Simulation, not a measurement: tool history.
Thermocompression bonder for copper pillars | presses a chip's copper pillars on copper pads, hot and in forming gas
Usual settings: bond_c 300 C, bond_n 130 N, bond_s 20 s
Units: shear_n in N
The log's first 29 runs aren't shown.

{"run": 30, "hour": 2267.1, "bond_c": 299, "bond_n": 94, "bond_s": 26, "shear_n": 49.6}
{"hour": 2308.8, "done": "forming gas filter changed"}
{"run": 31, "hour": 2359.5, "bond_c": 311, "bond_n": 117, "bond_s": 18, "shear_n": 59.5}
{"hour": 2379.2, "done": "force cell calibrated"}
{"run": 32, "hour": 2455.3, "bond_c": 317, "bond_n": 130, "bond_s": 20, "shear_n": 70.5}
{"hour": 2550.6, "done": "heater calibrated with a thermocouple chip"}
{"run": 33, "hour": 2554.6, "bond_c": 290, "bond_n": 107, "bond_s": 20, "shear_n": 45.2}
{"run": 34, "hour": 2618.9, "bond_c": 307, "bond_n": 130, "bond_s": 20, "shear_n": 64.2}
{"run": 35, "hour": 2702.3, "bond_c": 307, "bond_n": 87, "bond_s": 17, "shear_n": 43.0}
{"hour": 2720.4, "done": "forming gas filter changed"}
{"run": 36, "hour": 2806.9, "bond_c": 291, "bond_n": 147, "bond_s": 17, "shear_n": 56.9}
{"run": 37, "hour": 2881.4, "bond_c": 313, "bond_n": 97, "bond_s": 16, "shear_n": 48.8}
{"run": 38, "hour": 2964.9, "bond_c": 324, "bond_n": 168, "bond_s": 20, "shear_n": 89.2}

Forecast each of these 5 alternatives for the next run:
{"run": "A", "hour": 3045.2, "bond_c": 300, "bond_n": 143, "bond_s": 20, "shear_n": "?"}
{"run": "B", "hour": 3045.2, "bond_c": 300, "bond_n": 130, "bond_s": 32, "shear_n": "?"}
{"run": "C", "hour": 3045.2, "bond_c": 295, "bond_n": 167, "bond_s": 38, "shear_n": "?"}
{"run": "D", "hour": 3045.2, "bond_c": 324, "bond_n": 168, "bond_s": 45, "shear_n": "?"}
{"run": "E", "hour": 3045.2, "bond_c": 324, "bond_n": 168, "bond_s": 15, "shear_n": "?"}

run=A shear_n=64.1
run=B shear_n=70.3
run=C shear_n=84.8
run=D shear_n=106.6
run=E shear_n=82.2
Without the tool's hidden state the same runs would have given:
run=A shear_n=64.3
run=B shear_n=70.4
run=C shear_n=85.0
run=D shear_n=106.8
run=E shear_n=82.3

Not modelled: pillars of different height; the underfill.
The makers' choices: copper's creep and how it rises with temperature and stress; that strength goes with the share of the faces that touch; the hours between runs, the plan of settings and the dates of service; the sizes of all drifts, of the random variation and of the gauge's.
